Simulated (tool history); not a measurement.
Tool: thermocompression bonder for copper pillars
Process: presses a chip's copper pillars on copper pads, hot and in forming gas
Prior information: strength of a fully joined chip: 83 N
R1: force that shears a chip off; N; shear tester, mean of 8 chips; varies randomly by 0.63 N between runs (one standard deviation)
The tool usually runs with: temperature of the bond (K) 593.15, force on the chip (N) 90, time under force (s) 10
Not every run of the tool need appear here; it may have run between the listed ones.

Run 1, hour 0.0: usual settings. Result: R1 35.3 N.
Run 2, hour 26.7: usual settings. Result: R1 33.9 N.
Run 3, hour 68.6: usual settings but temperature of the bond (K) 618.15. Result: R1 43.2 N.
Run 4, hour 97.0: usual settings but time under force (s) 24. Result: R1 46.8 N.
Run 5, hour 124.6: usual settings. Result: R1 33.3 N.
Run 6, hour 162.0: usual settings. Result: R1 31.7 N.
Run 7, hour 221.8: usual settings. Result: R1 31.8 N.
Run 8, hour 261.5: usual settings but force on the chip (N) 57. Result: R1 22.1 N.
Run 9, hour 317.8: usual settings but force on the chip (N) 57. Result: R1 22.3 N.
Run 10, hour 354.8: usual settings but force on the chip (N) 57. Result: R1 22.2 N.
Run 11, hour 416.5: usual settings but force on the chip (N) 57. Result: R1 21.3 N.
Run 12, hour 476.5: usual settings but force on the chip (N) 57. Result: R1 21.4 N.
At hour 521.6: forming gas filter changed.
Run 13, hour 530.1: usual settings but force on the chip (N) 57. Result: R1 22.9 N.
Run 14, hour 566.0: usual settings but force on the chip (N) 57. Result: R1 22.3 N.
Run 15, hour 626.6: usual settings but force on the chip (N) 57. Result: R1 21.9 N.
Run 16, hour 667.0: usual settings. Result: R1 31.7 N.
Run 17, hour 706.3: usual settings. Result: R1 30.9 N.
Run 18, hour 745.4: usual settings. Result: R1 31.0 N.
Run 19, hour 791.9: usual settings but time under force (s) 9. Result: R1 30.2 N.
Run 20, hour 830.4: usual settings. Result: R1 30.4 N.
Run 21, hour 890.6: usual settings. Result: R1 30.0 N.
Run 22, hour 917.5: usual settings but temperature of the bond (K) 569.15, force on the chip (N) 59. Result: R1 15.1 N.
At hour 967.3: heater calibrated with a thermocouple chip.
Run 23, hour 978.5: usual settings but temperature of the bond (K) 595.15, time under force (s) 8. Result: R1 31.9 N.
At hour 1029.2: force cell calibrated.
Run 24, hour 1038.0: usual settings but time under force (s) 8. Result: R1 29.5 N.
Run 25, hour 1080.5: usual settings but force on the chip (N) 129, time under force (s) 8. Result: R1 38.4 N.
Run 26, hour 1124.2: usual settings but force on the chip (N) 108, time under force (s) 11. Result: R1 37.0 N.
Run 27, hour 1183.1: usual settings but temperature of the bond (K) 581.15, force on the chip (N) 122, time under force (s) 26. Result: R1 44.9 N.
Run 28, hour 1223.2: usual settings but force on the chip (N) 66, time under force (s) 7. Result: R1 21.2 N.
At hour 1227.4: forming gas filter changed.
At hour 1253.7: force cell calibrated, once more.
Run 29, hour 1269.6: usual settings but force on the chip (N) 82, time under force (s) 8. Result: R1 31.5 N.
Run 30, hour 1322.4: usual settings but force on the chip (N) 82, time under force (s) 8. Result: R1 32.5 N.
Run 31, hour 1354.9: usual settings but force on the chip (N) 56. Result: R1 25.9 N.
Run 32, hour 1413.3: usual settings but force on the chip (N) 121, time under force (s) 7. Result: R1 38.6 N.
Run 33, hour 1441.9: usual settings but force on the chip (N) 77, time under force (s) 6. Result: R1 27.0 N.
Run 34, hour 1488.4: usual settings but temperature of the bond (K) 568.15, force on the chip (N) 61, time under force (s) 6. Result: R1 15.3 N.
Run 35, hour 1530.3: usual settings but temperature of the bond (K) 569.15, force on the chip (N) 57, time under force (s) 6. Result: R1 14.8 N.
Run 36, hour 1581.3: usual settings but temperature of the bond (K) 569.15, force on the chip (N) 57, time under force (s) 6. Result: R1 14.7 N.
Run 37, hour 1637.1: usual settings but force on the chip (N) 77, time under force (s) 8. Result: R1 28.6 N.
Run 38, hour 1673.4: usual settings but temperature of the bond (K) 590.15, force on the chip (N) 104, time under force (s) 26. Result: R1 51.3 N.
Run 39, hour 1709.3: usual settings but temperature of the bond (K) 601.15, force on the chip (N) 73, time under force (s) 26. Result: R1 44.2 N.

Below are 3 alternative next runs, each starting from the tool's condition after run 39. Predict each:
Run A, hour 1749.6: usual settings but temperature of the bond (K) 612.15, force on the chip (N) 88, time under force (s) 21. Result: R1 ?.
Run B, hour 1749.6: usual settings but time under force (s) 25. Result: R1 ?.
Run C, hour 1749.6: usual settings. Result: R1 ?.

run    R1
  A  51.4
  B  45.6
  C  33.8
The same runs, with their run-to-run variation unchanged, on a tool lacking any hidden condition would have given:
run    R1
  A  57.7
  B  51.6
  C  38.8
